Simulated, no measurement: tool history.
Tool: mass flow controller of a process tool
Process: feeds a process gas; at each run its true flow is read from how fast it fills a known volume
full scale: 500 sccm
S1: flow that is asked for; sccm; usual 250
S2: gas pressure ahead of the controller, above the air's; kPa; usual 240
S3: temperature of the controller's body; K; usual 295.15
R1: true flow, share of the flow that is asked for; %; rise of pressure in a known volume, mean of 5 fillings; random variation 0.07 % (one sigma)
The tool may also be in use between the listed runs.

Run 1, hour 0.0: usual settings. Result: R1 99.69 %.
Run 2, hour 149.7: usual settings. Result: R1 99.79 %.
Run 3, hour 259.4: usual settings. Result: R1 99.76 %.
Run 4, hour 441.1: usual settings but S2 201 kPa. Result: R1 100.13 %.
Run 5, hour 552.4: usual settings but S2 179 kPa. Result: R1 100.41 %.
Run 6, hour 709.5: usual settings but S2 148 kPa. Result: R1 100.44 %.
Run 7, hour 839.3: usual settings but S2 148 kPa. Result: R1 100.56 %.
Run 8, hour 934.7: usual settings but S1 199 sccm. Result: R1 99.30 %.
Run 9, hour 1130.0: usual settings but S1 199 sccm. Result: R1 99.28 %.
Run 10, hour 1240.1: usual settings. Result: R1 99.85 %.
Run 11, hour 1403.7: usual settings but S2 149 kPa. Result: R1 100.60 %.
Run 12, hour 1573.2: usual settings but S2 144 kPa. Result: R1 100.73 %.
Run 13, hour 1684.3: usual settings but S2 144 kPa. Result: R1 100.72 %.
Run 14, hour 1829.2: usual settings but S2 144 kPa. Result: R1 100.75 %.
Run 15, hour 1932.2: usual settings but S2 144 kPa. Result: R1 100.78 %.
Run 16, hour 2060.4: usual settings. Result: R1 100.13 %.
Run 17, hour 2224.5: usual settings. Result: R1 100.07 %.
Run 18, hour 2314.3: usual settings. Result: R1 100.05 %.
Run 19, hour 2397.8: usual settings. Result: R1 100.16 %.
Run 20, hour 2523.5: usual settings but S2 145 kPa. Result: R1 100.86 %.
Run 21, hour 2681.7: usual settings but S2 145 kPa. Result: R1 100.81 %.
At hour 2834.9: controller exchanged for a calibrated one.
Run 22, hour 2834.9: usual settings. Result: R1 98.02 %.
Run 23, hour 2996.3: usual settings but S1 90 sccm, S2 197 kPa, S3 299.15 K. Result: R1 97.59 %.
Run 24, hour 3174.9: usual settings but S2 154 kPa. Result: R1 98.52 %.
Run 25, hour 3336.1: usual settings but S1 135 sccm. Result: R1 97.20 %.
Run 26, hour 3459.4: usual settings but S1 135 sccm. Result: R1 97.37 %.
Run 27, hour 3585.3: usual settings but S1 135 sccm. Result: R1 97.26 %.
Run 28, hour 3737.7: usual settings but S1 135 sccm. Result: R1 97.31 %.
Run 29, hour 3916.3: usual settings but S1 135 sccm. Result: R1 97.38 %.
Run 30, hour 4042.0: usual settings but S1 60 sccm, S3 298.15 K. Result: R1 96.47 %.
Run 31, hour 4165.9: usual settings but S1 448 sccm, S2 175 kPa, S3 303.15 K. Result: R1 100.53 %.
Run 32, hour 4362.9: usual settings but S1 129 sccm, S2 190 kPa. Result: R1 97.77 %.
Run 33, hour 4476.7: usual settings but S1 129 sccm, S2 190 kPa. Result: R1 97.70 %.
Run 34, hour 4598.6: usual settings. Result: R1 98.32 %.
Run 35, hour 4775.0: usual settings but S1 384 sccm, S2 237 kPa. Result: R1 99.30 %.
Run 36, hour 4893.6: usual settings but S1 68 sccm, S2 157 kPa. Result: R1 96.99 %.
Run 37, hour 4997.6: usual settings but S1 68 sccm, S2 157 kPa. Result: R1 97.01 %.
Run 38, hour 5173.7: usual settings but S1 217 sccm, S2 181 kPa. Result: R1 98.47 %.
Run 39, hour 5299.5: usual settings but S1 322 sccm, S2 273 kPa. Result: R1 98.68 %.
Run 40, hour 5415.8: usual settings but S1 65 sccm, S2 247 kPa. Result: R1 96.24 %.
Run 41, hour 5533.8: usual settings but S2 142 kPa, S3 312.15 K. Result: R1 100.33 %.
Run 42, hour 5649.3: usual settings but S2 142 kPa, S3 312.15 K. Result: R1 100.47 %.
Run 43, hour 5760.6: usual settings but S1 84 sccm. Result: R1 96.70 %.

Measured less the same run without the tool's hidden state. The same run-to-run variation is in both; the gauge's scatter may not be:
The hidden state here: flow at rest that the sensor doesn't see, % of full scale; true flow over the shown one, %; drift of the gauge itself on true_pct, %.
run     R1
  1  +1.69
  2  +1.73
  3  +1.74
  4  +1.78
  5  +1.80
  6  +1.83
  7  +1.85
  8  +1.57
  9  +1.59
 10  +1.92
 11  +1.96
 12  +2.00
 13  +2.01
 14  +2.03
 15  +2.06
 16  +2.08
 17  +2.11
 18  +2.13
 19  +2.14
 20  +2.16
 21  +2.20
 22  -0.04
 23  -0.13
 24  +0.02
 25  -0.04
 26  -0.03
 27  -0.03
 28  +0.00
 29  +0.01
 30  -0.46
 31  +0.32
 32  +0.03
 33  +0.03
 34  +0.30
 35  +0.44
 36  -0.49
 37  -0.50
 38  +0.36
 39  +0.52
 40  -0.64
 41  +0.49
 42  +0.51
 43  -0.32
